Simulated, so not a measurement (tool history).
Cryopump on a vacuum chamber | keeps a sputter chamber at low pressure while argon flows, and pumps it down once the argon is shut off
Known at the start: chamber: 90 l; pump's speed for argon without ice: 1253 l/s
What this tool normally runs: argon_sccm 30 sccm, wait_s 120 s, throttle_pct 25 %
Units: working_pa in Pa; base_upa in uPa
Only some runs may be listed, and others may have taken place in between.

run	hour	argon_sccm	wait_s	throttle_pct	working_pa	base_upa
1	0.0	30	120	25	0.1628	0.81
2	39.7	30	120	25	0.1645	0.84
3	69.5	30	120	25	0.1662	0.85
4	97.3	30	120	25	0.1648	0.86
5	124.1	30	120	25	0.1642	0.80
6	186.7	30	120	25	0.1649	0.83
7	233.5	30	99	25	0.1640	0.84
8	279.7	30	99	25	0.1657	0.91
9	338.7	32	99	25	0.1780	0.95
10	389.0	32	99	25	0.1768	0.96
11	431.7	30	120	16	0.2574	0.95
12	482.6	30	120	16	0.2580	0.92
13	521.3	30	120	26	0.1605	0.92
14	560.2	30	120	26	0.1617	0.93
15	622.7	30	120	26	0.1611	0.97
16	674.1	46	120	25	0.2574	1.04
17	707.9	14	194	59	0.0340	0.92
18	757.6	14	57	59	0.0353	1.23
19	792.5	49	115	23	0.2983	0.98
20	831.5	49	115	23	0.2995	1.02
21	859.7	49	115	23	0.2996	1.04
22	907.4	28	36	25	0.1580	1.56
23	942.3	17	230	23	0.1041	0.98
24	979.4	30	25	51	0.0871	1.91
25	1019.4	30	26	16	0.2617	1.87
26	1061.1	30	26	16	0.2615	1.87
27	1105.4	30	26	16	0.2604	1.87

Here are 3 independent what-if runs from the current tool condition. What would each one return?
A	1135.8	16	27	19	?	?
B	1135.8	15	131	15	?	?
C	1135.8	53	166	15	?	?

run	working_pa	base_upa
A	0.1180	1.86
B	0.1405	1.05
C	0.4923	1.10
With no hidden state in the tool, these same runs would have given:
run	working_pa	base_upa
A	0.1131	1.19
B	0.1359	0.40
C	0.4761	0.44

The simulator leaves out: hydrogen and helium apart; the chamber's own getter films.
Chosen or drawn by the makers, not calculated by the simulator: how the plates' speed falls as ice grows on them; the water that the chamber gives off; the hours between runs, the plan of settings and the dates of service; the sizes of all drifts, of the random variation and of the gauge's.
